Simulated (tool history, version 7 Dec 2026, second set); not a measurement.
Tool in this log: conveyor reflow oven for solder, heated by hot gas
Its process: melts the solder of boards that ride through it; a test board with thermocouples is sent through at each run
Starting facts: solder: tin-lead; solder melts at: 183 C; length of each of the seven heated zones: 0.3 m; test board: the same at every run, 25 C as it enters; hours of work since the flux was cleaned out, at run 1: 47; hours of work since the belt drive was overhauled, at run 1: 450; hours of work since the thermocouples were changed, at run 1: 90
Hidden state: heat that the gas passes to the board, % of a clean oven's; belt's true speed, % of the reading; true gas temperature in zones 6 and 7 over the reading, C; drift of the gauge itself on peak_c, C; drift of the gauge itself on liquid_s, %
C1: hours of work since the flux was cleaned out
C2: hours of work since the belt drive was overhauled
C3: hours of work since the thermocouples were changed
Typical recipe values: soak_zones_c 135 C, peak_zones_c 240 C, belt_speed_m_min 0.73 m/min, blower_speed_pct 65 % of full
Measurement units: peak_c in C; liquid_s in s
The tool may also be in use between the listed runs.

Run 1, day 0: usual settings; C1 47; C2 450; C3 90. Result: peak_c 221.8 C, liquid_s 38.6 s.
Run 2, day 0.346: usual settings but belt_speed_m_min 0.619 m/min; C1 52; C2 455; C3 96. Result: peak_c 226.5 C, liquid_s 48.59 s.
Run 3, day 1.033: usual settings but soak_zones_c 137 C, belt_speed_m_min 0.619 m/min; C1 63; C2 466; C3 107. Result: peak_c 226.9 C, liquid_s 49.37 s.
Run 4, day 1.417: usual settings; C1 69; C2 472; C3 113. Result: peak_c 221.4 C, liquid_s 38.74 s.
Run 5, day 1.8: usual settings; C1 75; C2 478; C3 119. Result: peak_c 221 C, liquid_s 38.54 s.
Run 6, day 2.4: usual settings but belt_speed_m_min 0.752 m/min; C1 85; C2 487; C3 128. Result: peak_c 220.2 C, liquid_s 36.97 s.
Run 7, day 2.967: usual settings but belt_speed_m_min 0.752 m/min; C1 93; C2 496; C3 137. Result: peak_c 220.1 C, liquid_s 36.73 s.
Run 8, day 3.658: usual settings but belt_speed_m_min 0.752 m/min; C1 104; C2 507; C3 148. Result: peak_c 220.1 C, liquid_s 36.75 s.
Run 9, day 4.288: usual settings but belt_speed_m_min 0.752 m/min; C1 114; C2 517; C3 157. Result: peak_c 220.1 C, liquid_s 36.74 s.
Run 10, day 4.646: usual settings but peak_zones_c 234 C, belt_speed_m_min 0.752 m/min; C1 120; C2 523; C3 163. Result: peak_c 214.9 C, liquid_s 33.99 s.
Run 11, day 5.042: usual settings but soak_zones_c 132 C, peak_zones_c 234 C, belt_speed_m_min 0.752 m/min, blower_speed_pct 55 % of full; C1 126; C2 529; C3 169. Result: peak_c 211 C, liquid_s 30.9 s.
Run 12, day 5.5: usual settings but soak_zones_c 122 C, peak_zones_c 246 C, belt_speed_m_min 0.601 m/min; C1 133; C2 536; C3 176. Result: peak_c 231 C, liquid_s 49.18 s.
Run 13, day 6.092: usual settings but blower_speed_pct 50 % of full; C1 142; C2 545; C3 186. Result: peak_c 216 C, liquid_s 35.29 s.

How would selected steps in peak_c from run to run divide? Give the signed amount a tool lacking its hidden state would still show from settings, what came in and random variation, and the signed amount left for the hidden state, including any gauge scatter that is not in both of the compared results.
Run 3 -> 4: soak_zones_c 137 -> 135, belt_speed_m_min 0.619 -> 0.73. peak_c -5.5 C: hidden state -0.2, all else -5.3.
Run 11 -> 12: soak_zones_c 132 -> 122, peak_zones_c 234 -> 246, belt_speed_m_min 0.752 -> 0.601, blower_speed_pct 55 -> 65. peak_c +20 C: hidden state +0, all else +20.
